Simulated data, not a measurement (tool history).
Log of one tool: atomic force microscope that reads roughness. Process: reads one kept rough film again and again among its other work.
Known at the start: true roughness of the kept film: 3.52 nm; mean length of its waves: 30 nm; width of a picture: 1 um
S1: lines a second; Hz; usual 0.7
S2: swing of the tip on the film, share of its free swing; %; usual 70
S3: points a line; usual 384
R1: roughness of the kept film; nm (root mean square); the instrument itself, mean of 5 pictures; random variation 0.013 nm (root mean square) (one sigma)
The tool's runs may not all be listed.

run     day     S1  S2   S3     R1
  1       0    0.7  70  384  3.136
      0.354  -- new tip fitted
  2   0.775    0.7  70  384  3.142
  3   1.921    0.7  63  384  3.182
  4   2.654    0.7  63  384   3.18
  5   4.121    0.7  70  384  3.155
  6   5.217    0.7  70  384  3.145
  7   6.442    0.7  70  701  3.148
      7.633  -- new tip fitted
  8   7.767    0.7  89  384  2.994
  9   8.429    0.7  89  384  3.007
 10   9.525    0.7  89  384  2.998
 11  10.354  0.755  70  384  3.145
 12  11.046  0.755  70  384  3.149
 13  11.746  0.826  70  384  3.123
 14  13.175   0.98  79  384  3.031
 15  14.188  0.752  69  780  3.153
       14.8  -- new tip fitted
 16  15.067  0.849  70  439  3.151
 17  16.008  0.849  70  439  3.136
 18  16.992  1.974  67  888  3.058
 19  18.225  1.974  67  888  3.056
 20  19.375  1.974  67  888  3.077
 21  20.704  1.974  67  888  3.056
 22  21.917  1.974  67  888  3.047
     22.046  -- new tip fitted
 23  23.133    0.7  66  709  3.169
 24  24.446  2.895  59  853  3.078
 25    25.2  1.184  77  269  2.987

Forecast each of these 4 alternatives for the next run:
  A  26.288    0.7  78  259   ?
  B  26.288  2.613  57  407   ?
  C  26.288  2.464  64  370   ?
  D  26.288  3.779  66  356   ?

run     R1
  A  3.073
  B  3.079
  C  3.019
  D  2.894
Without the tool's hidden state the same runs would have given:
run     R1
  A  3.079
  B  3.085
  C  3.025
  D    2.9
